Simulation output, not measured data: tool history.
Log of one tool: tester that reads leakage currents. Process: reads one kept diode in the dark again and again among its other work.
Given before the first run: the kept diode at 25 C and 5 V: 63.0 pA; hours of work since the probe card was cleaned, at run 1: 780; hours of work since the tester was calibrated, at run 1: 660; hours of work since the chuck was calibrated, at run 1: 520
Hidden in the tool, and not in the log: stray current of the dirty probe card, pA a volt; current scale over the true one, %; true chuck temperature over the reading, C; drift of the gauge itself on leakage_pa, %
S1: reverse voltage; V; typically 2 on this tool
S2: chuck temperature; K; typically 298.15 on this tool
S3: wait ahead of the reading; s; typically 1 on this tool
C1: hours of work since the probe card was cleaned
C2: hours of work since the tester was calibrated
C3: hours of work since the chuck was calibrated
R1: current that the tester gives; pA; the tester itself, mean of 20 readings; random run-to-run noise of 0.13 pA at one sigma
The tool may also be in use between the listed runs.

run 1 day=0 | S1=2 S2=298.15 S3=1 | C1=780 C2=660 C3=520 | R1=38.47
run 2 day=0.846 | S1=2 S2=307.15 S3=1 | C1=793 C2=673 C3=534 | R1=75.48
run 3 day=2.388 | S1=2 S2=307.15 S3=1 | C1=818 C2=697 C3=558 | R1=75.14
run 4 day=3.796 | S1=2 S2=307.15 S3=1 | C1=840 C2=719 C3=580 | R1=75.3
run 5 day=5.479 | S1=2 S2=298.15 S3=0.91 | C1=866 C2=746 C3=606 | R1=38.22
run 6 day=6.946 | S1=6.1 S2=298.15 S3=0.91 | C1=889 C2=769 C3=629 | R1=68.41
run 7 day=8.071 | S1=6.1 S2=298.15 S3=0.91 | C1=907 C2=786 C3=647 | R1=68.28
run 8 day=9.612 | S1=2 S2=298.15 S3=3.61 | C1=931 C2=810 C3=671 | R1=37.83
run 9 day=10.358 | S1=2 S2=298.15 S3=3.61 | C1=942 C2=822 C3=682 | R1=37.51
run 10 day=12.096 | S1=2 S2=311.15 S3=3.1 | C1=969 C2=849 C3=710 | R1=99.37
run 11 day=13.246 | S1=10.62 S2=298.15 S3=1 | C1=987 C2=867 C3=727 | R1=90.5
run 12 day=14.075 | S1=2.95 S2=311.15 S3=3.9 | C1=1000 C2=880 C3=741 | R1=120.09
run 13 day=15.767 | S1=2.95 S2=311.15 S3=3.9 | C1=1027 C2=907 C3=767 | R1=121.02
run 14 day=17.196 | S1=2.95 S2=311.15 S3=5.67 | C1=1049 C2=929 C3=789 | R1=119.94
run 15 day=18.608 | S1=2.95 S2=311.15 S3=5.67 | C1=1071 C2=951 C3=811 | R1=119.64
run 16 day=19.933 | S1=17.55 S2=300.15 S3=0.98 | C1=1092 C2=972 C3=832 | R1=136.13
run 17 day=21.208 | S1=2.01 S2=300.15 S3=0.48 | C1=1112 C2=992 C3=852 | R1=44.12
run 18 day=22.146 | S1=12.77 S2=303.15 S3=0.46 | C1=1127 C2=1007 C3=867 | R1=145.99

Some steps in R1, run to run, broken into two amounts with sign: the step expected even without the hidden condition (settings, incoming material, random variation), and the rest, left for the hidden condition together with whatever gauge scatter is not in both the measured and the hidden-condition-free result:
Run 17 -> 18: S1 2.01 -> 12.77, S2 300.15 -> 303.15, S3 0.48 -> 0.46. R1 +101.87 pA: hidden state -5.54, all else +107.41.
